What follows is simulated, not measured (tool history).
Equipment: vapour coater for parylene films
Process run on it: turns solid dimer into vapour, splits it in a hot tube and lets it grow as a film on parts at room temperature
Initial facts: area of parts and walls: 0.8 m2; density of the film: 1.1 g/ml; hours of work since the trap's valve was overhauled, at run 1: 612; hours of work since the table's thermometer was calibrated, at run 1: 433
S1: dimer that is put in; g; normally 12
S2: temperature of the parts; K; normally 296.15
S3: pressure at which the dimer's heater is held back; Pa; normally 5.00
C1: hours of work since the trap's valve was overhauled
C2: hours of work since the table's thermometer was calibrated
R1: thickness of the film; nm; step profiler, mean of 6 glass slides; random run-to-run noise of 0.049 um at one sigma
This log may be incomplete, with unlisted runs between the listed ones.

run	hour	S1	S2	S3	C1	C2	R1
1	0.0	12	296.15	5.00	612	433	7870
2	41.5	12	296.15	5.00	629	450	7910
3	70.2	12	297.15	5.00	641	462	7630
4	91.3	12	296.15	5.00	650	471	7880
5	117.6	12	296.15	5.00	661	481	7810
6	163.0	12	296.15	5.00	680	500	7880
# hour 202.4: trap's valve overhauled
7	212.9	12	299.15	5.00	4	519	7630
8	252.9	12	299.15	5.00	21	536	7520
9	281.5	11	299.15	5.00	33	548	6920
10	312.9	11	299.15	5.00	46	561	6930
11	343.4	12	296.15	5.00	58	573	8340
12	391.4	12	296.15	3.83	78	593	8730
13	438.7	12	293.15	7.77	98	613	8590
14	487.8	12	293.15	7.77	118	633	8450
15	522.8	12	293.15	7.77	133	648	8420
16	552.0	21	296.15	5.00	145	660	14420
17	599.8	6	296.15	5.56	165	680	4050
18	630.1	13	296.15	8.84	177	692	8020
19	668.8	13	299.15	4.10	193	708	8410
20	709.2	13	304.15	4.10	210	725	7110
21	749.8	10	289.15	9.09	227	742	7680
22	783.0	10	289.15	9.09	241	756	7700
23	806.8	6	296.15	4.32	251	766	4140
24	856.9	7	296.15	11.33	271	786	4040

Each row is a separate what-if for the run after 24, all from the same tool condition, not one after another. Results?
A	904.4	7	292.15	4.87	291	806	?
B	904.4	7	296.15	11.33	291	806	?
C	904.4	13	303.15	2.15	291	806	?
D	904.4	8	289.15	9.75	291	806	?

run	R1
A	5540
B	4060
C	8290
D	6010
The same runs, with their run-to-run variation unchanged, on a tool lacking any hidden condition would have given:
run	R1
A	5820
B	4270
C	8720
D	6320

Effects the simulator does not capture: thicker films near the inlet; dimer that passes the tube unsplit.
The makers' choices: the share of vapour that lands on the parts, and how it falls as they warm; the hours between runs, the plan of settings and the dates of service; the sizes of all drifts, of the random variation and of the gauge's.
